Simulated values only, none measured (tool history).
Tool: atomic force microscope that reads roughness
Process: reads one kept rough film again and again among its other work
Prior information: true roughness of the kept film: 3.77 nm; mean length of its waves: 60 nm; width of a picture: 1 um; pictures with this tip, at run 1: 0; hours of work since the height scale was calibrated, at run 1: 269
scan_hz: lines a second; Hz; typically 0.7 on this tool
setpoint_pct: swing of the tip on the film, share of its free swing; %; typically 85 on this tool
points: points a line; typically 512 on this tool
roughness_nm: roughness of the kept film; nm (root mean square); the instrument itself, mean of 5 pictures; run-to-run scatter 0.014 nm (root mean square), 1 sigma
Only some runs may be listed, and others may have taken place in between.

run,hour,scan_hz,setpoint_pct,points,pictures with this tip,hours of work since the height scale was calibrated,roughness_nm
1,0,0.7,85,512,0,269,3.331
2,15.9,0.7,85,373,16,277,3.268
3,38.3,0.7,90,512,38,287,3.127
4,60,0.7,90,512,59,296,3.112
5,77.6,1.646,85,512,76,304,2.824
6,91.8,0.7,85,512,90,310,3.123
7,103.4,0.7,85,512,101,316,3.094
8,129.2,0.7,85,512,127,327,3.07
9,146.3,0.7,85,512,143,335,3.007
10,157.7,0.7,85,512,154,340,3.015
11,178.2,0.7,85,512,174,349,2.975
# hour 204.7: new tip fitted
12,204.9,3.734,85,512,0,361,2.424
13,217.5,3.734,85,512,12,366,2.427
14,234.1,0.7,85,512,29,374,3.226
15,259.1,0.7,86,512,53,385,3.15
16,272.3,0.7,85,512,66,391,3.144
17,288.6,0.7,85,512,82,398,3.127
18,306.2,0.7,85,512,99,406,3.091
19,321.1,0.7,85,512,114,413,3.047
20,337.8,0.7,75,370,130,420,3.153
21,361.4,0.7,75,370,153,431,3.099
22,375.6,0.994,69,788,167,437,3.046
23,395.3,0.7,85,430,186,446,2.935
# hour 410.7: new tip fitted
24,422.4,0.7,85,430,11,458,3.273
25,446.3,0.7,85,430,35,469,3.233
26,463.6,0.988,86,430,52,476,3.079
27,485.2,1.884,61,478,73,486,3.221
28,511.3,1.667,67,530,98,498,3.126
29,530.3,1.667,67,530,117,506,3.101
30,554.2,1.983,70,530,140,517,2.966
31,567.1,0.878,70,507,153,523,3.124
32,592.6,0.878,61,571,178,534,3.118
# hour 616.9: new tip fitted
33,618.8,0.7,67,329,2,546,3.497

Each row is a separate what-if for the run after 33, all from the same tool condition, not one after another. Results?
A,640.1,0.7,85,682,23,555,?
B,640.1,0.75,67,267,23,555,?
C,640.1,0.524,67,329,23,555,?
D,640.1,0.7,68,331,23,555,?
E,640.1,0.7,88,474,23,555,?

run,roughness_nm
A,3.251
B,3.404
C,3.46
D,3.424
E,3.219
Had the tool no hidden state, the same runs would have come out as:
run,roughness_nm
A,3.315
B,3.471
C,3.528
D,3.491
E,3.283
